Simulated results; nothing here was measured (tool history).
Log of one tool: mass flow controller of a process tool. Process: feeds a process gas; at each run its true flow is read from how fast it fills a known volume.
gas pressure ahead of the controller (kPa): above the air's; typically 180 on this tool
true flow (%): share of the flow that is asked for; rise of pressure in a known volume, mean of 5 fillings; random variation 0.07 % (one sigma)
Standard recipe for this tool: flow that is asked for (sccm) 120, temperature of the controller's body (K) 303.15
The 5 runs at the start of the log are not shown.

run	day	flow that is asked for (sccm)	gas pressure ahead of the controller (kPa)	temperature of the controller's body (K)	true flow (%)
6	53.554	120	180	303.15	99.08
7	66.496	120	180	303.15	99.05
8	81.554	120	180	303.15	99.08
9	93.496	120	180	303.15	99.18
10	106.583	120	180	303.15	98.96
11	114.912	28	180	303.15	98.57
12	128.546	87	180	303.15	98.9
13	138.35	120	180	303.15	99.04
14	149.454	120	180	303.15	99.22
15	158.712	29	180	303.15	98.58
16	168.462	29	180	303.15	98.65
17	179.321	29	180	303.15	98.59
18	188.396	29	180	303.15	98.65
19	198.996	120	180	311.15	98.34
20	211.696	59	257	313.15	97.97
21	223.675	59	257	313.15	97.94
22	235.308	59	257	313.15	98.04
23	246.35	59	257	313.15	97.8
24	259.875	139	219	309.15	98.6
25	271.921	42	186	301.15	98.92
26	284.638	150	186	301.15	99.37

What does the tool deliver on the next run?
27	300.75	150	186	301.15	?

{"run 27": {"true flow (%)": 99.39}}
With the hidden condition absent and the run-to-run variation left alone, this run would have shown true flow (%) 99.42.

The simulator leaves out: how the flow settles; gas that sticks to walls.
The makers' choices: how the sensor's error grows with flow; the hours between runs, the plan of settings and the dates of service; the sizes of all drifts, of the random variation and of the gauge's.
